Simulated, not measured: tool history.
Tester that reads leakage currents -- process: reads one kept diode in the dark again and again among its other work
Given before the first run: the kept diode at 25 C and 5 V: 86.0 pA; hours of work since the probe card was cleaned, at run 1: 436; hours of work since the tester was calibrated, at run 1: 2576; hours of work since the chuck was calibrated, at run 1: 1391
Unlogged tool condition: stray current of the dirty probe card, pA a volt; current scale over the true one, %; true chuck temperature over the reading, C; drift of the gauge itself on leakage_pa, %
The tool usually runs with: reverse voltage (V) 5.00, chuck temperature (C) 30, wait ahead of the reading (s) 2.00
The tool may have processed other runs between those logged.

run	hour	reverse voltage (V)	chuck temperature (C)	wait ahead of the reading (s)	hours of work since the probe card was cleaned	hours of work since the tester was calibrated	hours of work since the chuck was calibrated	current that the tester gives (pA)
1	0.0	5.00	30	2.00	436	2576	1391	130.25
2	82.1	5.00	30	2.00	500	2641	1456	129.96
3	121.1	5.00	30	2.00	531	2672	1486	131.40
4	203.3	5.00	30	2.00	596	2736	1551	131.61
5	274.1	5.00	46	2.00	651	2792	1607	384.15
6	311.1	5.00	46	2.00	680	2821	1636	385.76
# hour 336.4: tester calibrated
7	361.2	5.00	30	2.00	718	20	1674	132.74
8	400.5	5.00	30	2.00	749	50	1705	132.93
9	437.0	1.03	30	5.59	778	79	1733	60.40
10	480.9	5.66	30	2.00	813	114	1768	141.56
# hour 544.7: tester calibrated, once more
11	562.3	5.00	28	2.10	875	14	1831	113.99
12	625.4	1.22	28	8.60	925	64	1880	56.49
13	675.0	1.04	31	2.00	964	103	1919	64.62
14	720.9	1.04	31	2.00	1000	139	1955	64.60
15	762.0	9.97	21	0.40	1032	171	1988	105.52

Subtracting, for every run, the result it would have given without the tool's unlogged condition from the measured result gives the following. The same run-to-run variation enters both numbers; the gauge's scatter may not:
run	current that the tester gives (pA)
1	+6.52
2	+6.75
3	+6.92
4	+7.18
5	+19.30
6	+19.63
7	+8.08
8	+8.20
9	+3.68
10	+8.98
11	+6.04
12	+2.95
13	+3.33
14	+3.39
15	+6.50
